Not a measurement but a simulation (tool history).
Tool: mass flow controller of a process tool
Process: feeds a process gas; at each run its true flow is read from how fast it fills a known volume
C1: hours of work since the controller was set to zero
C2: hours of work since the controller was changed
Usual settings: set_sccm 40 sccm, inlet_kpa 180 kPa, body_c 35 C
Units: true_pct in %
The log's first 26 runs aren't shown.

run 27 hour=2217.7 | set_sccm=12 inlet_kpa=179 body_c=29 | C1=1716 C2=1716 | true_pct=101.72
run 28 hour=2315.8 | set_sccm=12 inlet_kpa=275 body_c=29 | C1=1762 C2=1762 | true_pct=102.10
run 29 hour=2373.1 | set_sccm=45 inlet_kpa=222 body_c=29 | C1=1789 C2=1789 | true_pct=100.87
run 30 hour=2437.8 | set_sccm=45 inlet_kpa=222 body_c=29 | C1=1819 C2=1819 | true_pct=100.83
run 31 hour=2550.6 | set_sccm=22 inlet_kpa=180 body_c=35 | C1=1872 C2=1872 | true_pct=101.77
run 32 hour=2676.5 | set_sccm=80 inlet_kpa=180 body_c=36 | C1=1931 C2=1931 | true_pct=101.51
run 33 hour=2739.3 | set_sccm=80 inlet_kpa=180 body_c=36 | C1=1960 C2=1960 | true_pct=101.57
run 34 hour=2843.6 | set_sccm=12 inlet_kpa=249 body_c=31 | C1=2009 C2=2009 | true_pct=102.51
run 35 hour=2921.7 | set_sccm=18 inlet_kpa=222 body_c=31 | C1=2046 C2=2046 | true_pct=101.86
run 36 hour=3037.6 | set_sccm=18 inlet_kpa=222 body_c=31 | C1=2100 C2=2100 | true_pct=102.02
run 37 hour=3133.1 | set_sccm=12 inlet_kpa=211 body_c=25 | C1=2145 C2=2145 | true_pct=102.01
run 38 hour=3243.0 | set_sccm=30 inlet_kpa=223 body_c=25 | C1=2196 C2=2196 | true_pct=100.86
run 39 hour=3337.8 | set_sccm=30 inlet_kpa=223 body_c=25 | C1=2240 C2=2240 | true_pct=100.80
run 40 hour=3417.7 | set_sccm=23 inlet_kpa=225 body_c=20 | C1=2278 C2=2278 | true_pct=100.78
run 41 hour=3516.8 | set_sccm=43 inlet_kpa=155 body_c=38 | C1=2324 C2=2324 | true_pct=101.91
run 42 hour=3632.6 | set_sccm=17 inlet_kpa=155 body_c=28 | C1=2378 C2=2378 | true_pct=101.66
run 43 hour=3764.3 | set_sccm=53 inlet_kpa=146 body_c=32 | C1=2440 C2=2440 | true_pct=101.27
run 44 hour=3834.7 | set_sccm=40 inlet_kpa=180 body_c=34 | C1=2473 C2=2473 | true_pct=101.75
run 45 hour=3956.1 | set_sccm=20 inlet_kpa=180 body_c=35 | C1=2530 C2=2530 | true_pct=102.48
run 46 hour=4055.0 | set_sccm=75 inlet_kpa=199 body_c=38 | C1=2576 C2=2576 | true_pct=101.98
run 47 hour=4129.5 | set_sccm=75 inlet_kpa=199 body_c=38 | C1=2611 C2=2611 | true_pct=101.95

Forecast each of these 4 alternatives for the next run:
run A hour=4249.6 | set_sccm=36 inlet_kpa=219 body_c=35 | C1=2667 C2=2667 | true_pct=?
run B hour=4249.6 | set_sccm=12 inlet_kpa=151 body_c=22 | C1=2667 C2=2667 | true_pct=?
run C hour=4249.6 | set_sccm=11 inlet_kpa=181 body_c=23 | C1=2667 C2=2667 | true_pct=?
run D hour=4249.6 | set_sccm=11 inlet_kpa=180 body_c=23 | C1=2667 C2=2667 | true_pct=?

run=A true_pct=101.86
run=B true_pct=102.11
run=C true_pct=102.41
run=D true_pct=102.55
Without the tool's hidden state the same runs would have given:
run=A true_pct=100.52
run=B true_pct=99.07
run=C true_pct=99.13
run=D true_pct=99.28
